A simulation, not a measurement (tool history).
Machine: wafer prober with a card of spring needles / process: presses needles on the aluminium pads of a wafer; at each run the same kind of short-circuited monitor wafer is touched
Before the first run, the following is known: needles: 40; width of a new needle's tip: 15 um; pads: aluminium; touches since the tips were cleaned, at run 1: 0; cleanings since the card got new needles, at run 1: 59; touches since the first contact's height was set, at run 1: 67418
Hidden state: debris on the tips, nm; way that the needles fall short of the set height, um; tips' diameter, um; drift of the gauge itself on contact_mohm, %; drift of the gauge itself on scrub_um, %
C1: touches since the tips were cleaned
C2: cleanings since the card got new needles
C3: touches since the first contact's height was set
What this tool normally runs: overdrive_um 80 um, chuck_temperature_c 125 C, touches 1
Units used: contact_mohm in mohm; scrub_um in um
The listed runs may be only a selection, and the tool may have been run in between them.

{"run": 1, "hour": 0.0, "overdrive_um": 80, "chuck_temperature_c": 125, "touches": 1, "C1": 0, "C2": 59, "C3": 67418, "contact_mohm": 181, "scrub_um": 12.41}
{"hour": 5.7, "done": "tips cleaned on abrasive film"}
{"run": 2, "hour": 5.7, "overdrive_um": 80, "chuck_temperature_c": 125, "touches": 1, "C1": 0, "C2": 60, "C3": 70035, "contact_mohm": 176, "scrub_um": 12.41}
{"hour": 11.6, "done": "tips cleaned on abrasive film"}
{"run": 3, "hour": 13.6, "overdrive_um": 80, "chuck_temperature_c": 125, "touches": 1, "C1": 910, "C2": 61, "C3": 73702, "contact_mohm": 186, "scrub_um": 12.31}
{"hour": 17.6, "done": "tips cleaned on abrasive film"}
{"hour": 23.1, "done": "tips cleaned on abrasive film"}
{"run": 4, "hour": 24.9, "overdrive_um": 80, "chuck_temperature_c": 125, "touches": 1, "C1": 819, "C2": 63, "C3": 78911, "contact_mohm": 189, "scrub_um": 12.34}
{"hour": 28.8, "done": "tips cleaned on abrasive film"}
{"hour": 34.2, "done": "tips cleaned on abrasive film"}
{"run": 5, "hour": 36.1, "overdrive_um": 80, "chuck_temperature_c": 125, "touches": 1, "C1": 906, "C2": 65, "C3": 84096, "contact_mohm": 189, "scrub_um": 12.32}
{"hour": 39.7, "done": "tips cleaned on abrasive film"}
{"run": 6, "hour": 41.1, "overdrive_um": 66, "chuck_temperature_c": 125, "touches": 1, "C1": 669, "C2": 66, "C3": 86389, "contact_mohm": 186, "scrub_um": 10.02}
{"hour": 45.6, "done": "tips cleaned on abrasive film"}
{"hour": 51.0, "done": "tips cleaned on abrasive film"}
{"run": 7, "hour": 51.0, "overdrive_um": 80, "chuck_temperature_c": 125, "touches": 1, "C1": 0, "C2": 68, "C3": 90956, "contact_mohm": 180, "scrub_um": 12.13}
{"hour": 56.5, "done": "tips cleaned on abrasive film"}
{"run": 8, "hour": 58.8, "overdrive_um": 80, "chuck_temperature_c": 125, "touches": 1, "C1": 1106, "C2": 69, "C3": 94585, "contact_mohm": 187, "scrub_um": 12.17}
{"hour": 62.0, "done": "tips cleaned on abrasive film"}
{"hour": 65.4, "done": "height of the first contact set anew"}
{"hour": 67.8, "done": "tips cleaned on abrasive film"}
{"run": 9, "hour": 68.1, "overdrive_um": 80, "chuck_temperature_c": 125, "touches": 1, "C1": 151, "C2": 71, "C3": 1217, "contact_mohm": 179, "scrub_um": 12.87}
{"hour": 73.4, "done": "tips cleaned on abrasive film"}
{"run": 10, "hour": 75.1, "overdrive_um": 80, "chuck_temperature_c": 125, "touches": 1, "C1": 817, "C2": 72, "C3": 4469, "contact_mohm": 186, "scrub_um": 12.72}
{"hour": 79.5, "done": "tips cleaned on abrasive film"}
{"hour": 85.3, "done": "tips cleaned on abrasive film"}
{"run": 11, "hour": 86.5, "overdrive_um": 89, "chuck_temperature_c": 125, "touches": 1, "C1": 536, "C2": 74, "C3": 9712, "contact_mohm": 181, "scrub_um": 14.27}
{"hour": 91.5, "done": "tips cleaned on abrasive film"}
{"run": 12, "hour": 96.4, "overdrive_um": 89, "chuck_temperature_c": 125, "touches": 1, "C1": 2319, "C2": 75, "C3": 14328, "contact_mohm": 193, "scrub_um": 14.16}
{"hour": 97.3, "done": "tips cleaned on abrasive film"}
{"hour": 102.8, "done": "tips cleaned on abrasive film"}
{"run": 13, "hour": 103.8, "overdrive_um": 80, "chuck_temperature_c": 125, "touches": 1, "C1": 469, "C2": 77, "C3": 17700, "contact_mohm": 184, "scrub_um": 12.61}
{"hour": 108.9, "done": "tips cleaned on abrasive film"}
{"run": 14, "hour": 109.4, "overdrive_um": 80, "chuck_temperature_c": 125, "touches": 2, "C1": 253, "C2": 78, "C3": 20314, "contact_mohm": 180, "scrub_um": 12.81}
{"hour": 114.3, "done": "tips cleaned on abrasive film"}
{"run": 15, "hour": 116.2, "overdrive_um": 80, "chuck_temperature_c": 125, "touches": 2, "C1": 866, "C2": 79, "C3": 23425, "contact_mohm": 185, "scrub_um": 12.72}
{"hour": 120.5, "done": "tips cleaned on abrasive film"}
{"run": 16, "hour": 120.9, "overdrive_um": 80, "chuck_temperature_c": 125, "touches": 2, "C1": 174, "C2": 80, "C3": 25606, "contact_mohm": 178, "scrub_um": 12.69}
{"hour": 126.9, "done": "tips cleaned on abrasive film"}
{"run": 17, "hour": 128.9, "overdrive_um": 80, "chuck_temperature_c": 125, "touches": 2, "C1": 949, "C2": 81, "C3": 29317, "contact_mohm": 183, "scrub_um": 12.83}
{"hour": 132.8, "done": "tips cleaned on abrasive film"}
{"run": 18, "hour": 137.2, "overdrive_um": 80, "chuck_temperature_c": 50, "touches": 2, "C1": 2065, "C2": 82, "C3": 33176, "contact_mohm": 176, "scrub_um": 12.65}
{"hour": 138.3, "done": "tips cleaned on abrasive film"}
{"hour": 143.8, "done": "tips cleaned on abrasive film"}
{"run": 19, "hour": 148.5, "overdrive_um": 62, "chuck_temperature_c": 56, "touches": 2, "C1": 2163, "C2": 84, "C3": 38363, "contact_mohm": 187, "scrub_um": 9.72}
{"hour": 149.5, "done": "tips cleaned on abrasive film"}
{"hour": 155.4, "done": "tips cleaned on abrasive film"}
{"run": 20, "hour": 159.7, "overdrive_um": 68, "chuck_temperature_c": 37, "touches": 2, "C1": 2060, "C2": 86, "C3": 43575, "contact_mohm": 180, "scrub_um": 10.53}
{"hour": 160.9, "done": "tips cleaned on abrasive film"}
{"hour": 166.8, "done": "tips cleaned on abrasive film"}
{"run": 21, "hour": 167.3, "overdrive_um": 68, "chuck_temperature_c": 37, "touches": 2, "C1": 248, "C2": 88, "C3": 47031, "contact_mohm": 169, "scrub_um": 10.65}
{"hour": 172.8, "done": "tips cleaned on abrasive film"}
{"run": 22, "hour": 174.8, "overdrive_um": 68, "chuck_temperature_c": 37, "touches": 2, "C1": 911, "C2": 89, "C3": 50499, "contact_mohm": 175, "scrub_um": 10.51}
{"hour": 178.6, "done": "tips cleaned on abrasive film"}
{"hour": 184.4, "done": "tips cleaned on abrasive film"}
{"run": 23, "hour": 184.4, "overdrive_um": 80, "chuck_temperature_c": 72, "touches": 1, "C1": 0, "C2": 91, "C3": 54940, "contact_mohm": 168, "scrub_um": 12.42}
{"run": 24, "hour": 189.1, "overdrive_um": 80, "chuck_temperature_c": 72, "touches": 1, "C1": 2209, "C2": 91, "C3": 57149, "contact_mohm": 191, "scrub_um": 12.5}
{"hour": 189.8, "done": "tips cleaned on abrasive film"}
{"hour": 195.6, "done": "tips cleaned on abrasive film"}
{"run": 25, "hour": 198.8, "overdrive_um": 80, "chuck_temperature_c": 41, "touches": 1, "C1": 1517, "C2": 93, "C3": 61603, "contact_mohm": 181, "scrub_um": 12.47}
{"hour": 201.7, "done": "tips cleaned on abrasive film"}
{"run": 26, "hour": 203.8, "overdrive_um": 80, "chuck_temperature_c": 41, "touches": 1, "C1": 987, "C2": 94, "C3": 63908, "contact_mohm": 177, "scrub_um": 12.27}
{"hour": 207.8, "done": "tips cleaned on abrasive film"}
{"hour": 213.4, "done": "tips cleaned on abrasive film"}
{"run": 27, "hour": 215.3, "overdrive_um": 85, "chuck_temperature_c": 125, "touches": 3, "C1": 909, "C2": 96, "C3": 69203, "contact_mohm": 181, "scrub_um": 13.23}
{"hour": 219.4, "done": "tips cleaned on abrasive film"}
{"hour": 225.9, "done": "tips cleaned on abrasive film"}
{"run": 28, "hour": 226.5, "overdrive_um": 80, "chuck_temperature_c": 125, "touches": 2, "C1": 304, "C2": 98, "C3": 74377, "contact_mohm": 185, "scrub_um": 12.28}
{"hour": 231.6, "done": "tips cleaned on abrasive film"}
{"run": 29, "hour": 235.6, "overdrive_um": 80, "chuck_temperature_c": 66, "touches": 1, "C1": 1880, "C2": 99, "C3": 78626, "contact_mohm": 188, "scrub_um": 12.09}
{"hour": 237.3, "done": "tips cleaned on abrasive film"}
{"run": 30, "hour": 241.4, "overdrive_um": 75, "chuck_temperature_c": 25, "touches": 1, "C1": 1901, "C2": 100, "C3": 81281, "contact_mohm": 188, "scrub_um": 11.53}
{"hour": 243.7, "done": "tips cleaned on abrasive film"}
{"run": 31, "hour": 248.3, "overdrive_um": 94, "chuck_temperature_c": 125, "touches": 1, "C1": 2163, "C2": 101, "C3": 84486, "contact_mohm": 194, "scrub_um": 14.44}

Predict each of these 4 candidate next runs independently; none follows another, all start after run 31:
{"hour": 249.4, "done": "tips cleaned on abrasive film"}
{"hour": 255.1, "done": "tips cleaned on abrasive film"}
{"run": "A", "hour": 258.7, "overdrive_um": 67, "chuck_temperature_c": 125, "touches": 1, "C1": 1712, "C2": 103, "C3": 89294, "contact_mohm": "?", "scrub_um": "?"}
{"hour": 249.4, "done": "tips cleaned on abrasive film"}
{"hour": 255.1, "done": "tips cleaned on abrasive film"}
{"run": "B", "hour": 258.7, "overdrive_um": 79, "chuck_temperature_c": 125, "touches": 1, "C1": 1712, "C2": 103, "C3": 89294, "contact_mohm": "?", "scrub_um": "?"}
{"hour": 249.4, "done": "tips cleaned on abrasive film"}
{"hour": 255.1, "done": "tips cleaned on abrasive film"}
{"run": "C", "hour": 258.7, "overdrive_um": 66, "chuck_temperature_c": 125, "touches": 3, "C1": 1712, "C2": 103, "C3": 89294, "contact_mohm": "?", "scrub_um": "?"}
{"hour": 249.4, "done": "tips cleaned on abrasive film"}
{"hour": 255.1, "done": "tips cleaned on abrasive film"}
{"run": "D", "hour": 258.7, "overdrive_um": 80, "chuck_temperature_c": 29, "touches": 1, "C1": 1712, "C2": 103, "C3": 89294, "contact_mohm": "?", "scrub_um": "?"}

run=A contact_mohm=203 scrub_um=10.19
run=B contact_mohm=196 scrub_um=11.98
run=C contact_mohm=190 scrub_um=9.97
run=D contact_mohm=184 scrub_um=12.24
What these runs would have given with no unlogged condition in the tool:
run=A contact_mohm=175 scrub_um=10.80
run=B contact_mohm=175 scrub_um=12.59
run=C contact_mohm=178 scrub_um=10.58
run=D contact_mohm=161 scrub_um=12.85
